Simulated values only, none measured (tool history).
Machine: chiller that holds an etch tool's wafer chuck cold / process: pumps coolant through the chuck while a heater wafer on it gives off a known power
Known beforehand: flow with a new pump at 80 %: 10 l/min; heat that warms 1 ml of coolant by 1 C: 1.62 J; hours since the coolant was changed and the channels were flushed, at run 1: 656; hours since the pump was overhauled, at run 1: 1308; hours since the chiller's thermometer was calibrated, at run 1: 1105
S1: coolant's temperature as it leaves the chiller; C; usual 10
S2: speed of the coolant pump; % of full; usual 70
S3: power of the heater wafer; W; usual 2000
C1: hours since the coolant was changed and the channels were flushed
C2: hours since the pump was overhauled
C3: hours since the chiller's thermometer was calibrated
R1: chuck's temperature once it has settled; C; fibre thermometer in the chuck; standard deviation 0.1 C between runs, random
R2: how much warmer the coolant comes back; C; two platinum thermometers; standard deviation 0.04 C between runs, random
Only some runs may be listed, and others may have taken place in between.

run    hour  S1  S2    S3    C1    C2    C3    R1     R2
  1     0.0  10  70  2000   656  1308  1105  25.9   8.75
  2   143.0  10  70  2000   799  1451  1248  26.0   8.69
  3   262.5  10  70  2000   918  1571  1368  26.0   8.70
  4   360.6  10  68  2000  1016  1669  1466  26.5   9.04
  5   475.8  10  68  2000  1131  1784  1581  26.3   9.01
  6   572.3  19  70  2000  1228  1880  1677  35.1   8.78
  7   640.1  10  70  1468  1296  1948  1745  21.9   6.40
  8   745.1  10  63  1468  1401  2053  1850  22.7   7.20
  9   835.2  10  70  2000  1491  2143  1940  26.2   8.73
 10   961.5  10  70  2000  1617  2270  2067  26.3   8.76
 11  1041.5   3  70  2000  1697  2350  2147  19.4   8.82
 12  1183.7  11  64  1098  1839  2492  2289  20.6   5.34
 13  1315.9  11  64  1755  1971  2624  2421  26.3   8.50
 14  1379.2   4  94  1573  2035  2687  2484  14.5   5.03
     1397.0  -- chiller's thermometer calibrated
 15  1450.8   4  94  1573  2105  2758    54  14.2   5.01
 16  1542.0   3  74  1573  2197  2849   145  15.2   6.51
 17  1611.0   3  74  1573  2266  2918   214  15.2   6.50
 18  1682.2  12  70  2321  2337  2989   285  30.8  10.27
 19  1744.0  11  93  1333  2399  3051   347  19.9   4.34
 20  1843.3  10  66  2120  2498  3150   446  28.0  10.04
 21  1917.5  10  66  2120  2572  3225   521  28.2  10.05

Some steps in R1 between neighbouring runs. How much of each would the tool show without its hidden state too (settings, what came in, random variation), and how much is left for the hidden state, with any gauge scatter that isn't in both results?
The hidden state here: heat passed by the chuck's channels, % of clean ones'; flow at a given pump speed, % of a new pump's; coolant's true temperature over the reading, C; drift of the gauge itself on chuck_c, C; drift of the gauge itself on warmer_back_c, C.
Run 6 -> 7: S1 19 -> 10, S3 2000 -> 1468. R1 -13.2 C: hidden state -0.2, all else -13.0.
Run 17 -> 18: S1 3 -> 12, S2 74 -> 70, S3 1573 -> 2321. R1 +15.6 C: hidden state +0.4, all else +15.2.
Run 18 -> 19: S1 12 -> 11, S2 70 -> 93, S3 2321 -> 1333. R1 -10.9 C: hidden state -0.4, all else -10.5.
